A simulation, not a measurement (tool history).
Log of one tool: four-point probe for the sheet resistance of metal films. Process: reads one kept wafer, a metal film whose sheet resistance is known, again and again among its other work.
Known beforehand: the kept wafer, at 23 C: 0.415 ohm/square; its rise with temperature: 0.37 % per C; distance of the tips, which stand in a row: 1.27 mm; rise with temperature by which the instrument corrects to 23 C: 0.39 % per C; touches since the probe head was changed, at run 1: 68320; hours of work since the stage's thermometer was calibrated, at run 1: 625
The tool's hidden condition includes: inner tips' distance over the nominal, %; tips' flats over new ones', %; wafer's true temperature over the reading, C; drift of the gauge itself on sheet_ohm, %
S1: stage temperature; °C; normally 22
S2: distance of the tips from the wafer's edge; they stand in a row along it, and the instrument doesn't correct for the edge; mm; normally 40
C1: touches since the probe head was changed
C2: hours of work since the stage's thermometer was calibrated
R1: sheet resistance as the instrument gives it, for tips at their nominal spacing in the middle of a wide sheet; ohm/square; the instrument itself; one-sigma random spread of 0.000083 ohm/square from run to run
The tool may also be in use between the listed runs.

Run 1, hour 0.0: usual settings; C1 68320; C2 625. Result: R1 0.413019 ohm/square.
Run 2, hour 38.6: usual settings but S1 20 °C; C1 69254; C2 647. Result: R1 0.413280 ohm/square.
Run 3, hour 91.6: usual settings but S1 20 °C; C1 70536; C2 678. Result: R1 0.413117 ohm/square.
Run 4, hour 144.0: usual settings; C1 71803; C2 708. Result: R1 0.412906 ohm/square.
Run 5, hour 199.0: usual settings; C1 73134; C2 740. Result: R1 0.413091 ohm/square.
Run 6, hour 278.9: usual settings; C1 75068; C2 786. Result: R1 0.412908 ohm/square.
Run 7, hour 314.1: usual settings but S2 29 mm; C1 75918; C2 806. Result: R1 0.413242 ohm/square.
Run 8, hour 357.9: usual settings but S1 34 °C; C1 76979; C2 831. Result: R1 0.411674 ohm/square.
Run 9, hour 426.5: usual settings but S2 67 mm; C1 78637; C2 871. Result: R1 0.412663 ohm/square.
Run 10, hour 499.7: usual settings but S2 67 mm; C1 80409; C2 913. Result: R1 0.412668 ohm/square.
Run 11, hour 567.9: usual settings; C1 82058; C2 953. Result: R1 0.412868 ohm/square.
Run 12, hour 642.1: usual settings; C1 83855; C2 996. Result: R1 0.413017 ohm/square.
Run 13, hour 690.6: usual settings but S1 20 °C; C1 85028; C2 1024. Result: R1 0.413175 ohm/square.
At hour 694.9: stage's thermometer calibrated.
Run 14, hour 749.6: usual settings but S1 20 °C; C1 86444; C2 32. Result: R1 0.413087 ohm/square.
Run 15, hour 814.3: usual settings but S1 20 °C; C1 88008; C2 69. Result: R1 0.413177 ohm/square.
Run 16, hour 867.4: usual settings but S1 20 °C; C1 89293; C2 100. Result: R1 0.413233 ohm/square.
Run 17, hour 903.4: usual settings but S1 20 °C; C1 90165; C2 120. Result: R1 0.413064 ohm/square.
At hour 963.5: stage's thermometer calibrated, once more.
Run 18, hour 978.1: usual settings but S1 20 °C; C1 91959; C2 8. Result: R1 0.412508 ohm/square.
Run 19, hour 1029.9: usual settings; C1 93214; C2 38. Result: R1 0.412394 ohm/square.
Run 20, hour 1065.6: usual settings; C1 94076; C2 59. Result: R1 0.412396 ohm/square.
Run 21, hour 1116.4: usual settings; C1 95306; C2 88. Result: R1 0.412201 ohm/square.
Run 22, hour 1155.1: usual settings; C1 96242; C2 111. Result: R1 0.412469 ohm/square.
Run 23, hour 1224.0: usual settings but S1 28 °C, S2 4 mm; C1 97908; C2 150. Result: R1 0.432514 ohm/square.
Run 24, hour 1279.3: usual settings but S1 32 °C, S2 12 mm; C1 99247; C2 182. Result: R1 0.413599 ohm/square.
Run 25, hour 1313.4: usual settings but S1 29 °C, S2 68 mm; C1 100072; C2 202. Result: R1 0.411280 ohm/square.
Run 26, hour 1354.6: usual settings but S1 24 °C, S2 26 mm; C1 101068; C2 226. Result: R1 0.412332 ohm/square.
Run 27, hour 1412.3: usual settings but S1 20 °C, S2 63 mm; C1 102465; C2 259. Result: R1 0.412279 ohm/square.
Run 28, hour 1483.3: usual settings but S1 30 °C, S2 47 mm; C1 104181; C2 300. Result: R1 0.411455 ohm/square.
Run 29, hour 1529.5: usual settings but S1 30 °C, S2 47 mm; C1 105300; C2 327. Result: R1 0.411262 ohm/square.
Run 30, hour 1567.6: usual settings but S1 32 °C, S2 3 mm; C1 106222; C2 349. Result: R1 0.446891 ohm/square.
Run 31, hour 1646.6: usual settings but S1 32 °C, S2 16 mm; C1 108133; C2 395. Result: R1 0.412276 ohm/square.
Run 32, hour 1710.7: usual settings but S1 31 °C, S2 39 mm; C1 109685; C2 432. Result: R1 0.411403 ohm/square.
Run 33, hour 1766.8: usual settings but S1 31 °C, S2 39 mm; C1 111040; C2 464. Result: R1 0.411244 ohm/square.
Run 34, hour 1833.4: usual settings but S1 20 °C, S2 41 mm; C1 112652; C2 503. Result: R1 0.412371 ohm/square.

Run 35 comes next. What will it give?
Run 35, hour 1887.1: usual settings but S1 20 °C, S2 41 mm; C1 113951; C2 534. Result: R1 ?.

{"run 35": {"R1": 0.412335}}
Had the tool carried no hidden state, the very same run would have given R1 0.415532 ohm/square.

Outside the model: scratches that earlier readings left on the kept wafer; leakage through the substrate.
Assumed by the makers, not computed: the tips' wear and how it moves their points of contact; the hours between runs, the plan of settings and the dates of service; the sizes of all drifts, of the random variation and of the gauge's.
